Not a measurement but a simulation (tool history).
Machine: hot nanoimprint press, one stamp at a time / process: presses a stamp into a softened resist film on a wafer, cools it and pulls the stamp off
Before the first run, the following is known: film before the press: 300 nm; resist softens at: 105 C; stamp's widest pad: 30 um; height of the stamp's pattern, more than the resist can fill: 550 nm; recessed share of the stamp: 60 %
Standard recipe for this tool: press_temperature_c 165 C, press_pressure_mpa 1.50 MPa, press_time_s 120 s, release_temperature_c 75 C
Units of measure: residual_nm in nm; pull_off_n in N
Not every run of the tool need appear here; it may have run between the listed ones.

run,day,press_temperature_c,press_pressure_mpa,press_time_s,release_temperature_c,residual_nm,pull_off_n
1,0.000,165,1.50,120,75,111.2,174
2,2.383,165,1.50,86,75,128.2,173
3,4.792,165,1.50,86,75,130.0,172
4,6.454,165,2.17,120,75,96.9,181
5,8.717,165,1.50,200,75,93.8,181
# day 9.704: stamp cleaned and given a new release coat
6,10.283,165,1.50,200,74,93.6,129
7,11.700,156,1.58,200,74,173.9,134
8,13.888,156,1.58,200,74,175.6,140
# day 15.288: plate thermocouple calibrated
9,15.917,165,1.50,120,60,109.3,178
10,17.954,168,1.50,64,67,119.0,162
11,20.254,165,1.50,129,66,107.9,169
12,22.608,165,1.50,129,66,110.0,171

A few steps of residual_nm between consecutive runs. Split each: what settings, incoming material and random variation would produce without the hidden state, and what is left over for the hidden state, along with gauge scatter present in only one of the two compared results (measured, and without hidden state):
Hidden conditions of the tool in this case: true temperature over the reading, C; pressure that arrives at the usual setting, %; grip of the stamp's worn release coat, % over a new coat's; drift of the gauge itself on residual_nm, %; drift of the gauge itself on pull_off_n, %.
Run 6 -> 7: press_temperature_c 165 -> 156, press_pressure_mpa 1.50 -> 1.58. residual_nm +80.3 nm: hidden state +6.6, all else +73.7.
Run 8 -> 9: press_temperature_c 156 -> 165, press_pressure_mpa 1.58 -> 1.50, press_time_s 200 -> 120, release_temperature_c 74 -> 60, plate thermocouple calibrated. residual_nm -66.3 nm: hidden state -13.8, all else -52.5.
